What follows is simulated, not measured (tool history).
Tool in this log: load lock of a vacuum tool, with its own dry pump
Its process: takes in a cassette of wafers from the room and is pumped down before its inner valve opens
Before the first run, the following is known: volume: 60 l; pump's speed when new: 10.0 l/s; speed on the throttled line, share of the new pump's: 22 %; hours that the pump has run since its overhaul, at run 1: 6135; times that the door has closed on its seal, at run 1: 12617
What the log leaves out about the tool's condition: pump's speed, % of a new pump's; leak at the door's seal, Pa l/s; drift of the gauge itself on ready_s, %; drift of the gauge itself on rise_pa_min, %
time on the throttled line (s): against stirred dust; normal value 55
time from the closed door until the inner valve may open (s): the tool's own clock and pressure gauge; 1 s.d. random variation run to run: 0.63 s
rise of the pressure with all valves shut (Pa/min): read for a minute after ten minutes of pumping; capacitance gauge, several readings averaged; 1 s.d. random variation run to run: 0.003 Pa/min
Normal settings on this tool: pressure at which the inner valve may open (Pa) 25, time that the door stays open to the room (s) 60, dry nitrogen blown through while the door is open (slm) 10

run    hour  time on the throttled line (s)  pressure at which the inner valve may open (Pa)  time that the door stays open to the room (s)  dry nitrogen blown through while the door is open (slm)  hours that the pump has run since its overhaul  times that the door has closed on its seal  incoming humidity of the room's air, %  time from the closed door until the inner valve may open (s)  rise of the pressure with all valves shut (Pa/min)
  1       0                              55                                               25                                             60                                                       10                                            6135                                       12617                                    45.3                                                          96.5                                               0.091
  2   184.2                              55                                               25                                             60                                                       10                                            6319                                       13130                                    44.8                                                          95.1                                               0.091
  3   306.7                              55                                               25                                            106                                                       10                                            6442                                       13471                                    41.6                                                          95.2                                               0.095
  4   417.9                              55                                               25                                            106                                                       10                                            6553                                       13781                                    45.7                                                          94.8                                               0.105
  5   524.5                              55                                               25                                             60                                                       10                                            6659                                       14078                                    46.5                                                          96.3                                               0.103
  6   653.4                              55                                               25                                             60                                                       10                                            6788                                       14437                                    47.9                                                          95.1                                               0.104
  7   755.1                              55                                               25                                             66                                                       10                                            6890                                       14720                                    45.9                                                          95.8                                               0.102
  8   908.6                              55                                               25                                             66                                                       10                                            7044                                       15147                                    46.7                                                          95.2                                               0.104
  9  1079.1                              55                                               25                                             66                                                       10                                            7214                                       15622                                    39.6                                                          95.5                                               0.099
 10  1195.2                              55                                               40                                             60                                                       10                                            7330                                       15946                                    47.7                                                          92.9                                               0.111
 11  1352.6                              55                                               25                                             60                                                       34                                            7488                                       16384                                    44.9                                                          96.4                                               0.103
 12  1524.7                              61                                               25                                             60                                                       10                                            7660                                       16863                                    45.4                                                         100.6                                               0.112
 13    1707                              61                                               25                                             60                                                       10                                            7842                                       17371                                    47.7                                                         100.6                                               0.121
 14  1864.1                              61                                               25                                             60                                                       10                                            7999                                       17809                                    44.8                                                         100.9                                               0.115
 15  1951.3                              42                                               37                                             60                                                       10                                            8086                                       18051                                    42.7                                                          82.6                                                0.12
 16  2083.8                              42                                               37                                             60                                                       10                                            8219                                       18420                                    49.1                                                          83.4                                               0.126
 17  2282.4                             109                                               41                                             49                                                        5                                            8417                                       18974                                      45                                                         134.7                                               0.129
 18  2447.3                             109                                               41                                             49                                                        5                                            8582                                       19433                                    44.5                                                         133.5                                               0.126
 19  2595.1                             109                                               22                                             49                                                       16                                            8730                                       19845                                    47.6                                                         137.2                                               0.129
 20  2711.4                              68                                               19                                             49                                                       43                                            8846                                       20168                                    48.1                                                           108                                               0.122
 21  2908.5                              68                                               19                                             49                                                       43                                            9043                                       20717                                    45.7                                                         108.2                                               0.126
 22  3103.6                              35                                               43                                             60                                                       10                                            9239                                       21261                                      45                                                          76.8                                               0.142
 23  3260.9                              50                                               43                                            110                                                       10                                            9396                                       21699                                    45.6                                                          88.7                                                0.16
 24  3390.6                              65                                               43                                            224                                                       10                                            9526                                       22060                                    47.1                                                         100.3                                               0.186
 25  3562.1                              65                                               43                                            224                                                       10                                            9697                                       22538                                    44.5                                                         100.8                                               0.188
 26  3706.2                              55                                               27                                             60                                                       10                                            9841                                       22939                                    45.1                                                          96.2                                               0.159
 27  3862.3                              55                                               19                                             57                                                       10                                            9997                                       23374                                    45.3                                                          99.2                                               0.159

4 options for the next run, each taken on its own from the tool as it stands now. Forecast them:
  A  4000                              52                                               24                                             60                                                        8                                           10135                                       23757                                    48.7                                                             ?                                                   ?
  B  4000                              53                                               25                                             60                                                        5                                           10135                                       23757                                      43                                                             ?                                                   ?
  C  4000                              55                                               18                                             57                                                       10                                           10135                                       23757                                    45.1                                                             ?                                                   ?
  D  4000                             109                                               23                                            195                                                       10                                           10135                                       23757                                    44.7                                                             ?                                                   ?

run  time from the closed door until the inner valve may open (s)  rise of the pressure with all valves shut (Pa/min)
  A                                                          96.3                                               0.159
  B                                                            96                                               0.169
  C                                                          99.5                                                0.17
  D                                                         136.5                                               0.186
Without the tool's unlogged condition, the same runs would have read:
run  time from the closed door until the inner valve may open (s)  rise of the pressure with all valves shut (Pa/min)
  A                                                          92.1                                               0.021
  B                                                          91.8                                               0.031
  C                                                          95.2                                                0.03
  D                                                         133.7                                               0.049
